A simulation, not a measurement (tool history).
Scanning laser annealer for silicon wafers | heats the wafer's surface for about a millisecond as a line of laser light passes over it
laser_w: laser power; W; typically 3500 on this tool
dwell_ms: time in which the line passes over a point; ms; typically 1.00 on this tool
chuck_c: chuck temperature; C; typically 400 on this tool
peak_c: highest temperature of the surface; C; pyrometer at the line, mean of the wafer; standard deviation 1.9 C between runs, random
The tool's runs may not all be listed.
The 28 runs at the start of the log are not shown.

run    hour  laser_w  dwell_ms  chuck_c  hours of work since the window was cleaned  hours of work since the power meter was calibrated  hours of work since the optics were aligned  peak_c
 29  1037.1     3795      0.70      414                                         143                                                 170                                          716    1041
     1087.8  -- optics aligned, line set to its width
 30  1092.8     3413      0.76      412                                         165                                                 192                                            2    1010
 31  1113.7     3413      1.03      437                                         174                                                 201                                           11    1142
 32  1161.2     3715      1.15      437                                         195                                                 222                                           32    1254
 33  1207.7     3126      1.16      372                                         216                                                 242                                           52    1057
 34  1251.5     3769      1.01      422                                         235                                                 262                                           72    1191
 35  1273.0     3744      1.00      400                                         244                                                 271                                           81    1160
 36  1318.5     3500      1.12      393                                         264                                                 291                                          101    1143
 37  1352.1     3500      1.01      419                                         279                                                 306                                          116    1125
 38  1400.6     3500      1.01      419                                         300                                                 327                                          137    1125
 39  1437.0     3500      1.01      419                                         316                                                 343                                          153    1127
 40  1488.0     3500      0.99      362                                         338                                                 365                                          175    1058

Consider 5 possible next runs. They are alternatives, not a sequence: every one starts from the tool as it was left by run 40. What does each give?
  A  1522.9     3759      0.74      387                                         353                                                 380                                          190       ?
  B  1522.9     3500      1.01      400                                         353                                                 380                                          190       ?
  C  1522.9     3651      0.99      362                                         353                                                 380                                          190       ?
  D  1522.9     3500      0.71      387                                         353                                                 380                                          190       ?
  E  1522.9     3500      1.03      374                                         353                                                 380                                          190       ?

run  peak_c
  A    1029
  B    1101
  C    1087
  D     973
  E    1086
What these runs would have given with no unlogged condition in the tool:
run  peak_c
  A    1053
  B    1127
  C    1114
  D     994
  E    1112

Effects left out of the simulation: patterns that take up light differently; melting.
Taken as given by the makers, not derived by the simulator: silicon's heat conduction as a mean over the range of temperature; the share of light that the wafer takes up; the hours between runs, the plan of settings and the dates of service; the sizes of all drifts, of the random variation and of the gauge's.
